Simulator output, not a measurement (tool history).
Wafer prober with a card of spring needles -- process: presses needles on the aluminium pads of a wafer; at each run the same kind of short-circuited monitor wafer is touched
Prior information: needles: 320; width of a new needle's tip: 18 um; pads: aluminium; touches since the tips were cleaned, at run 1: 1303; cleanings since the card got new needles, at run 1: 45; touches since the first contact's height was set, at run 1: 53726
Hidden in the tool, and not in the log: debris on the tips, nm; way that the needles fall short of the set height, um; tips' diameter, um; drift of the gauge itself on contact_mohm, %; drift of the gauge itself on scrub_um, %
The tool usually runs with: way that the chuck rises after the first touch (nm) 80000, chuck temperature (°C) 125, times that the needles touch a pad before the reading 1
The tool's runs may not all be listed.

run    hour  way that the chuck rises after the first touch (nm)  chuck temperature (°C)  times that the needles touch a pad before the reading  touches since the tips were cleaned  cleanings since the card got new needles  touches since the first contact's height was set  resistance of one needle with its contact and lead (mohm)  way that a needle slides on the pad (nm)
  1       0                                                80000                     125                                                      1                                 1303                                        45                                             53726                                                        278                                     18710
        9.2  -- tips cleaned on abrasive film
       21.5  -- tips cleaned on abrasive film
       33.8  -- tips cleaned on abrasive film
         46  -- tips cleaned on abrasive film
       61.3  -- tips cleaned on abrasive film
       73.6  -- tips cleaned on abrasive film
       85.9  -- tips cleaned on abrasive film
  2    90.7                                                80000                     125                                                      1                                 1377                                        52                                             79568                                                        277                                     18910
       99.9  -- tips cleaned on abrasive film
      115.2  -- tips cleaned on abrasive film
      130.5  -- tips cleaned on abrasive film
      142.8  -- tips cleaned on abrasive film
      155.1  -- tips cleaned on abrasive film
      170.4  -- tips cleaned on abrasive film
  3   170.8                                                69000                     125                                                      1                                  114                                        58                                            102400                                                        282                                     16220
        183  -- tips cleaned on abrasive film
      195.3  -- tips cleaned on abrasive film
      207.6  -- tips cleaned on abrasive film
      220.2  -- tips cleaned on abrasive film
  4   220.2                                                69000                     125                                                      1                                    0                                        62                                            116478                                                        281                                     16170
      232.4  -- tips cleaned on abrasive film
      241.9  -- height of the first contact set anew
        245  -- tips cleaned on abrasive film
      257.3  -- tips cleaned on abrasive film
      272.6  -- tips cleaned on abrasive film
      287.9  -- tips cleaned on abrasive film
  5   287.9                                                80000                     125                                                      1                                   10                                        67                                             13117                                                        277                                     18820
      300.3  -- tips cleaned on abrasive film
      312.6  -- tips cleaned on abrasive film
      324.8  -- tips cleaned on abrasive film
      337.1  -- tips cleaned on abrasive film
      352.4  -- tips cleaned on abrasive film
      364.7  -- tips cleaned on abrasive film
        380  -- tips cleaned on abrasive film
  6   380.3                                                80000                     125                                                      1                                   73                                        74                                             39431                                                        273                                     18840
      392.5  -- tips cleaned on abrasive film
      407.8  -- tips cleaned on abrasive film
  7   418.2                                                80000                     125                                                      1                                 2981                                        76                                             50275                                                        272                                     18790
      421.3  -- tips cleaned on abrasive film
      433.6  -- tips cleaned on abrasive film
      445.9  -- tips cleaned on abrasive film
      458.2  -- tips cleaned on abrasive film
  8   458.8                                                80000                     125                                                      3                                  172                                        80                                             61805                                                        277                                     18630
        471  -- tips cleaned on abrasive film
      483.3  -- tips cleaned on abrasive film
      495.6  -- tips cleaned on abrasive film
      510.9  -- tips cleaned on abrasive film
  9   518.9                                                80000                     125                                                      3                                 2312                                        84                                             78971                                                        277                                     18680
      525.1  -- tips cleaned on abrasive film
      537.4  -- tips cleaned on abrasive film
      549.6  -- tips cleaned on abrasive film
      561.9  -- tips cleaned on abrasive film
      577.2  -- tips cleaned on abrasive film
      589.5  -- tips cleaned on abrasive film
 10   601.6                                                80000                     125                                                      3                                 3490                                        90                                            102557                                                        277                                     18600
      604.8  -- tips cleaned on abrasive film
        617  -- tips cleaned on abrasive film
      629.3  -- tips cleaned on abrasive film
      641.6  -- tips cleaned on abrasive film
      656.9  -- tips cleaned on abrasive film
      669.2  -- tips cleaned on abrasive film
      672.5  -- height of the first contact set anew
      681.7  -- tips cleaned on abrasive film
 11   693.8                                                80000                     125                                                      3                                 3472                                        97                                              6094                                                        278                                     18770
      696.9  -- tips cleaned on abrasive film
      709.2  -- tips cleaned on abrasive film
      724.5  -- tips cleaned on abrasive film
      736.8  -- tips cleaned on abrasive film
      752.1  -- tips cleaned on abrasive film
      764.4  -- tips cleaned on abrasive film
 12   766.3                                                80000                     125                                                      1                                  550                                       103                                             26739                                                        273                                     18610
      778.6  -- tips cleaned on abrasive film
      793.9  -- tips cleaned on abrasive film
      809.2  -- tips cleaned on abrasive film
      821.4  -- tips cleaned on abrasive film
 13   826.6                                                76000                      67                                                      2                                 1470                                       107                                             43935                                                        266                                     17630
      835.8  -- tips cleaned on abrasive film
      848.1  -- tips cleaned on abrasive film
      863.4  -- tips cleaned on abrasive film
      875.6  -- tips cleaned on abrasive film
      887.9  -- tips cleaned on abrasive film
      903.2  -- tips cleaned on abrasive film
      915.5  -- tips cleaned on abrasive film
 14     916                                                74000                     115                                                      2                                  154                                       114                                             69427                                                        276                                     17200
      928.3  -- tips cleaned on abrasive film
      940.6  -- tips cleaned on abrasive film
      952.8  -- tips cleaned on abrasive film
      965.1  -- tips cleaned on abrasive film
 15   976.4                                                75000                      32                                                      2                                 3241                                       118                                             86651                                                        250                                     17460
      979.5  -- tips cleaned on abrasive film
      994.8  -- tips cleaned on abrasive film
     1010.1  -- tips cleaned on abrasive film
     1022.4  -- tips cleaned on abrasive film
     1034.7  -- tips cleaned on abrasive film
       1050  -- tips cleaned on abrasive film
 16  1050.3                                                75000                      32                                                      2                                   87                                       124                                            107708                                                        249                                     17300
     1062.5  -- tips cleaned on abrasive film
     1074.8  -- tips cleaned on abrasive film
     1090.1  -- tips cleaned on abrasive film
     1102.6  -- height of the first contact set anew
     1105.7  -- tips cleaned on abrasive film
       1118  -- tips cleaned on abrasive film
 17  1124.8                                                75000                      64                                                      3                                 1943                                       129                                              6312                                                        265                                     17230
       1131  -- tips cleaned on abrasive film
     1143.2  -- tips cleaned on abrasive film
     1155.5  -- tips cleaned on abrasive film
     1170.8  -- tips cleaned on abrasive film
     1183.1  -- tips cleaned on abrasive film
     1195.3  -- tips cleaned on abrasive film
     1208.3  -- tips cleaned on abrasive film
 18  1208.3                                                75000                      64                                                      1                                    0                                       136                                             30100                                                        259                                     17320
     1220.6  -- tips cleaned on abrasive film
     1232.8  -- tips cleaned on abrasive film
     1245.1  -- tips cleaned on abrasive film
     1257.4  -- tips cleaned on abrasive film
     1269.6  -- tips cleaned on abrasive film
     1281.9  -- tips cleaned on abrasive film
 19  1290.6                                                75000                      64                                                      1                                 2490                                       142                                             53560                                                        263                                     17300
     1296.7  -- tips cleaned on abrasive film
       1309  -- tips cleaned on abrasive film
     1321.3  -- tips cleaned on abrasive film
 20  1328.1                                                80000                      62                                                      1                                 1954                                       145                                             64252                                                        260                                     18470
     1334.3  -- tips cleaned on abrasive film
     1349.6  -- tips cleaned on abrasive film
     1358.7  -- gauge calibrated
     1364.9  -- tips cleaned on abrasive film
     1377.2  -- tips cleaned on abrasive film
     1389.4  -- tips cleaned on abrasive film
 21    1398                                                90000                      56                                                      3                                 2454                                       150                                             84180                                                        257                                     21230
     1404.2  -- tips cleaned on abrasive film
     1416.4  -- tips cleaned on abrasive film
     1428.7  -- tips cleaned on abrasive film
       1441  -- tips cleaned on abrasive film
     1453.2  -- tips cleaned on abrasive film
     1465.5  -- tips cleaned on abrasive film
     1480.8  -- tips cleaned on abrasive film
 22  1483.5                                                92000                      47                                                      2                                  778                                       157                                            108549                                                        248                                     21670
     1495.8  -- tips cleaned on abrasive film
       1508  -- tips cleaned on abrasive film
     1520.3  -- tips cleaned on abrasive film
     1532.6  -- tips cleaned on abrasive film
     1532.9  -- height of the first contact set anew
     1545.2  -- tips cleaned on abrasive film
     1557.4  -- tips cleaned on abrasive film
     1570.7  -- tips cleaned on abrasive film
 23  1570.7                                                65000                      74                                                      1                                    0                                       164                                             10767                                                        269                                     15260
     1582.9  -- tips cleaned on abrasive film
     1595.2  -- tips cleaned on abrasive film
     1607.5  -- tips cleaned on abrasive film
 24  1610.6                                                65000                      53                                                      1                                  911                                       167                                             22163                                                        261                                     15230

Across each entry between runs, compare the hidden state at the last listed run before it with the hidden state at the first listed run after it:
Logged between run 1 and run 2: tips cleaned on abrasive film (hour 9.2); tips cleaned on abrasive film (hour 21.5); tips cleaned on abrasive film (hour 33.8); tips cleaned on abrasive film (hour 46); tips cleaned on abrasive film (hour 61.3); tips cleaned on abrasive film (hour 73.6); tips cleaned on abrasive film (hour 85.9)
  way that the needles fall short of the set height, um: 0.01 -> 0.02; drift of the gauge itself on scrub_um, %: 0 -> -0.18
  measured less the result without the state, way that a needle slides on the pad (nm): +0 -> -30
Logged between run 2 and run 3: tips cleaned on abrasive film (hour 99.9); tips cleaned on abrasive film (hour 115.2); tips cleaned on abrasive film (hour 130.5); tips cleaned on abrasive film (hour 142.8); tips cleaned on abrasive film (hour 155.1); tips cleaned on abrasive film (hour 170.4)
  debris on the tips, nm: 0.5 -> 0.1; tips' diameter, um: 18.01 -> 18.02; drift of the gauge itself on scrub_um, %: -0.18 -> -0.34
  measured less the result without the state, way that a needle slides on the pad (nm): -30 -> -60
Logged between run 3 and run 4: tips cleaned on abrasive film (hour 183); tips cleaned on abrasive film (hour 195.3); tips cleaned on abrasive film (hour 207.6); tips cleaned on abrasive film (hour 220.2)
  debris on the tips, nm: 0.1 -> 0; drift of the gauge itself on scrub_um, %: -0.34 -> -0.44
  measured less the result without the state, way that a needle slides on the pad (nm): -60 -> -80
Logged between run 4 and run 5: tips cleaned on abrasive film (hour 232.4); height of the first contact set anew (hour 241.9); tips cleaned on abrasive film (hour 245); tips cleaned on abrasive film (hour 257.3); tips cleaned on abrasive film (hour 272.6); tips cleaned on abrasive film (hour 287.9)
  debris on the tips, nm: 0 -> 0.1; way that the needles fall short of the set height, um: 0.02 -> 0; drift of the gauge itself on scrub_um, %: -0.44 -> -0.58
  measured less the result without the state, way that a needle slides on the pad (nm): -80 -> -110
Logged between run 5 and run 6: tips cleaned on abrasive film (hour 300.3); tips cleaned on abrasive film (hour 312.6); tips cleaned on abrasive film (hour 324.8); tips cleaned on abrasive film (hour 337.1); tips cleaned on abrasive film (hour 352.4); tips cleaned on abrasive film (hour 364.7); tips cleaned on abrasive film (hour 380)
  way that the needles fall short of the set height, um: 0 -> 0.01; drift of the gauge itself on scrub_um, %: -0.58 -> -0.76
  measured less the result without the state, way that a needle slides on the pad (nm): -110 -> -150
Logged between run 6 and run 7: tips cleaned on abrasive film (hour 392.5); tips cleaned on abrasive film (hour 407.8)
  debris on the tips, nm: 0.1 -> 0.7; drift of the gauge itself on scrub_um, %: -0.76 -> -0.84
  measured less the result without the state, way that a needle slides on the pad (nm): -150 -> -160
Logged between run 7 and run 8: tips cleaned on abrasive film (hour 421.3); tips cleaned on abrasive film (hour 433.6); tips cleaned on abrasive film (hour 445.9); tips cleaned on abrasive film (hour 458.2)
  debris on the tips, nm: 0.7 -> 0.1; drift of the gauge itself on scrub_um, %: -0.84 -> -0.92
  measured less the result without the state, way that a needle slides on the pad (nm): -160 -> -170
Logged between run 8 and run 9: tips cleaned on abrasive film (hour 471); tips cleaned on abrasive film (hour 483.3); tips cleaned on abrasive film (hour 495.6); tips cleaned on abrasive film (hour 510.9)
  debris on the tips, nm: 0.1 -> 0.6; way that the needles fall short of the set height, um: 0.01 -> 0.02; drift of the gauge itself on scrub_um, %: -0.92 -> -1.04
  measured less the result without the state, way that a needle slides on the pad (nm): -170 -> -200
Logged between run 9 and run 10: tips cleaned on abrasive film (hour 525.1); tips cleaned on abrasive film (hour 537.4); tips cleaned on abrasive film (hour 549.6); tips cleaned on abrasive film (hour 561.9); tips cleaned on abrasive film (hour 577.2); tips cleaned on abrasive film (hour 589.5)
  debris on the tips, nm: 0.6 -> 0.8; drift of the gauge itself on scrub_um, %: -1.04 -> -1.21
  measured less the result without the state, way that a needle slides on the pad (nm): -200 -> -240
Logged between run 10 and run 11: tips cleaned on abrasive film (hour 604.8); tips cleaned on abrasive film (hour 617); tips cleaned on abrasive film (hour 629.3); tips cleaned on abrasive film (hour 641.6); tips cleaned on abrasive film (hour 656.9); tips cleaned on abrasive film (hour 669.2); height of the first contact set anew (hour 672.5); tips cleaned on abrasive film (hour 681.7)
  way that the needles fall short of the set height, um: 0.02 -> 0; tips' diameter, um: 18.02 -> 18.03; drift of the gauge itself on scrub_um, %: -1.21 -> -1.39
  measured less the result without the state, way that a needle slides on the pad (nm): -240 -> -270
Logged between run 11 and run 12: tips cleaned on abrasive film (hour 696.9); tips cleaned on abrasive film (hour 709.2); tips cleaned on abrasive film (hour 724.5); tips cleaned on abrasive film (hour 736.8); tips cleaned on abrasive film (hour 752.1); tips cleaned on abrasive film (hour 764.4)
  debris on the tips, nm: 0.8 -> 0.2; way that the needles fall short of the set height, um: 0 -> 0.01; drift of the gauge itself on scrub_um, %: -1.39 -> -1.54
  measured less the result without the state, way that a needle slides on the pad (nm): -270 -> -290
Logged between run 12 and run 13: tips cleaned on abrasive film (hour 778.6); tips cleaned on abrasive film (hour 793.9); tips cleaned on abrasive film (hour 809.2); tips cleaned on abrasive film (hour 821.4)
  debris on the tips, nm: 0.2 -> 0.4; drift of the gauge itself on scrub_um, %: -1.54 -> -1.66
  measured less the result without the state, way that a needle slides on the pad (nm): -290 -> -300
Logged between run 13 and run 14: tips cleaned on abrasive film (hour 835.8); tips cleaned on abrasive film (hour 848.1); tips cleaned on abrasive film (hour 863.4); tips cleaned on abrasive film (hour 875.6); tips cleaned on abrasive film (hour 887.9); tips cleaned on abrasive film (hour 903.2); tips cleaned on abrasive film (hour 915.5)
  debris on the tips, nm: 0.4 -> 0.1; drift of the gauge itself on scrub_um, %: -1.66 -> -1.84
  measured less the result without the state, way that a needle slides on the pad (nm): -300 -> -330
Logged between run 14 and run 15: tips cleaned on abrasive film (hour 928.3); tips cleaned on abrasive film (hour 940.6); tips cleaned on abrasive film (hour 952.8); tips cleaned on abrasive film (hour 965.1)
  debris on the tips, nm: 0.1 -> 0.8; way that the needles fall short of the set height, um: 0.01 -> 0.02; drift of the gauge itself on scrub_um, %: -1.84 -> -1.96
  measured less the result without the state, way that a needle slides on the pad (nm): -330 -> -350
Logged between run 15 and run 16: tips cleaned on abrasive film (hour 979.5); tips cleaned on abrasive film (hour 994.8); tips cleaned on abrasive film (hour 1010.1); tips cleaned on abrasive film (hour 1022.4); tips cleaned on abrasive film (hour 1034.7); tips cleaned on abrasive film (hour 1050)
  debris on the tips, nm: 0.8 -> 0.1; drift of the gauge itself on scrub_um, %: -1.96 -> -2.11
  measured less the result without the state, way that a needle slides on the pad (nm): -350 -> -380
Logged between run 16 and run 17: tips cleaned on abrasive film (hour 1062.5); tips cleaned on abrasive film (hour 1074.8); tips cleaned on abrasive film (hour 1090.1); height of the first contact set anew (hour 1102.6); tips cleaned on abrasive film (hour 1105.7); tips cleaned on abrasive film (hour 1118)
  debris on the tips, nm: 0.1 -> 0.6; way that the needles fall short of the set height, um: 0.02 -> 0; drift of the gauge itself on scrub_um, %: -2.11 -> -2.26
  measured less the result without the state, way that a needle slides on the pad (nm): -380 -> -400
Logged between run 17 and run 18: tips cleaned on abrasive film (hour 1131); tips cleaned on abrasive film (hour 1143.2); tips cleaned on abrasive film (hour 1155.5); tips cleaned on abrasive film (hour 1170.8); tips cleaned on abrasive film (hour 1183.1); tips cleaned on abrasive film (hour 1195.3); tips cleaned on abrasive film (hour 1208.3)
  debris on the tips, nm: 0.6 -> 0.1; way that the needles fall short of the set height, um: 0 -> 0.01; tips' diameter, um: 18.03 -> 18.04; drift of the gauge itself on scrub_um, %: -2.26 -> -2.43
  measured less the result without the state, way that a needle slides on the pad (nm): -400 -> -430
Logged between run 18 and run 19: tips cleaned on abrasive film (hour 1220.6); tips cleaned on abrasive film (hour 1232.8); tips cleaned on abrasive film (hour 1245.1); tips cleaned on abrasive film (hour 1257.4); tips cleaned on abrasive film (hour 1269.6); tips cleaned on abrasive film (hour 1281.9)
  debris on the tips, nm: 0.1 -> 0.7; drift of the gauge itself on scrub_um, %: -2.43 -> -2.59
  measured less the result without the state, way that a needle slides on the pad (nm): -430 -> -460
Logged between run 19 and run 20: tips cleaned on abrasive film (hour 1296.7); tips cleaned on abrasive film (hour 1309); tips cleaned on abrasive film (hour 1321.3)
  debris on the tips, nm: 0.7 -> 0.6; drift of the gauge itself on scrub_um, %: -2.59 -> -2.67
  measured less the result without the state, way that a needle slides on the pad (nm): -460 -> -510
Logged between run 20 and run 21: tips cleaned on abrasive film (hour 1334.3); tips cleaned on abrasive film (hour 1349.6); gauge calibrated (hour 1358.7); tips cleaned on abrasive film (hour 1364.9); tips cleaned on abrasive film (hour 1377.2); tips cleaned on abrasive film (hour 1389.4)
  debris on the tips, nm: 0.6 -> 0.7; way that the needles fall short of the set height, um: 0.01 -> 0.02; drift of the gauge itself on scrub_um, %: -2.67 -> -0.08
  measured less the result without the state, way that a needle slides on the pad (nm): -510 -> -20
Logged between run 21 and run 22: tips cleaned on abrasive film (hour 1404.2); tips cleaned on abrasive film (hour 1416.4); tips cleaned on abrasive film (hour 1428.7); tips cleaned on abrasive film (hour 1441); tips cleaned on abrasive film (hour 1453.2); tips cleaned on abrasive film (hour 1465.5); tips cleaned on abrasive film (hour 1480.8)
  debris on the tips, nm: 0.7 -> 0.3; drift of the gauge itself on scrub_um, %: -0.08 -> -0.25
  measured less the result without the state, way that a needle slides on the pad (nm): -20 -> -60
Logged between run 22 and run 23: tips cleaned on abrasive film (hour 1495.8); tips cleaned on abrasive film (hour 1508); tips cleaned on abrasive film (hour 1520.3); tips cleaned on abrasive film (hour 1532.6); height of the first contact set anew (hour 1532.9); tips cleaned on abrasive film (hour 1545.2); tips cleaned on abrasive film (hour 1557.4); tips cleaned on abrasive film (hour 1570.7)
  debris on the tips, nm: 0.3 -> 0.1; way that the needles fall short of the set height, um: 0.02 -> 0; drift of the gauge itself on scrub_um, %: -0.25 -> -0.43
  measured less the result without the state, way that a needle slides on the pad (nm): -60 -> -70
Logged between run 23 and run 24: tips cleaned on abrasive film (hour 1582.9); tips cleaned on abrasive film (hour 1595.2); tips cleaned on abrasive film (hour 1607.5)
  debris on the tips, nm: 0.1 -> 0.3; drift of the gauge itself on scrub_um, %: -0.43 -> -0.51
  measured less the result without the state, way that a needle slides on the pad (nm): -70 -> -70
